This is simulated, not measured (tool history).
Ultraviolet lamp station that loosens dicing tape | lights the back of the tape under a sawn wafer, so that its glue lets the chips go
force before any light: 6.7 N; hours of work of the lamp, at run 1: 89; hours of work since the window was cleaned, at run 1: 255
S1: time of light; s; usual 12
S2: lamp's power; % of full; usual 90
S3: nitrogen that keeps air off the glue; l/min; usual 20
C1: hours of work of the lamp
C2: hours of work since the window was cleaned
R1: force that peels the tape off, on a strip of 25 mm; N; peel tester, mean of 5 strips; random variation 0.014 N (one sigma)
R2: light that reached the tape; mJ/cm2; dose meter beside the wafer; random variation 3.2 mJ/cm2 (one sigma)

run,day,S1,S2,S3,C1,C2,R1,R2
1,0.000,12,90,20,89,255,0.822,449
2,1.862,12,90,20,110,276,0.799,434
3,3.221,12,90,20,125,291,0.861,433
4,4.962,12,90,20,144,310,0.882,421
5,6.704,12,90,20,164,330,0.938,414
6,7.604,12,90,20,174,340,0.917,411
7,9.196,12,90,20,192,358,0.975,407
8,10.717,7,90,20,209,375,2.081,235
9,12.254,12,90,20,226,392,1.036,396
10,13.371,12,90,20,239,404,1.050,388
11,14.833,12,90,20,255,421,1.028,387
12,16.221,12,90,20,271,436,1.108,381
13,18.046,12,90,20,291,457,1.118,370
14,19.488,12,90,20,307,473,1.144,368
15,21.462,12,90,20,329,495,1.187,363
16,22.562,12,90,20,341,507,1.189,355
17,23.483,12,90,34,352,518,0.926,352
18,24.625,12,90,34,365,530,0.978,348
19,26.550,12,90,34,386,552,0.992,338
20,28.229,12,90,34,405,571,1.059,338
21,29.450,11,90,18,419,584,1.587,303
# day 30.650: window cleaned of glue's vapour
22,31.479,12,73,20,441,9,1.597,294
23,33.396,6,90,9,463,31,3.467,179
24,35.054,12,74,20,481,49,1.619,288
25,36.762,12,74,20,500,68,1.650,286
26,38.725,12,70,8,522,90,2.676,261
27,40.062,11,90,20,537,105,1.571,304
28,41.279,11,90,20,551,119,1.549,300
29,42.283,11,90,20,562,130,1.621,299
30,43.633,16,90,20,577,145,0.892,426
31,45.492,12,66,20,598,166,2.153,228
32,47.429,12,66,20,620,188,2.346,223
33,49.492,8,94,10,643,211,3.012,204
34,50.938,8,94,10,659,227,3.074,204
35,52.979,9,90,20,682,250,2.413,210
36,53.904,10,81,17,692,260,2.471,213
37,55.262,13,87,15,707,276,1.851,289

How the hidden state differs across the entries between the runs, from the last listed run before each to the first after it:
Between runs 21 and 22: window cleaned of glue's vapour (day 30.650)
  lamp's light, % of a new lamp's: 75 -> 73.6; light that the window lets through, % of a clean one's: 88.4 -> 99.5
  measured less the result without the state, R1: +0.776 -> +0.617 N; R2: -154 -> -107 mJ/cm2
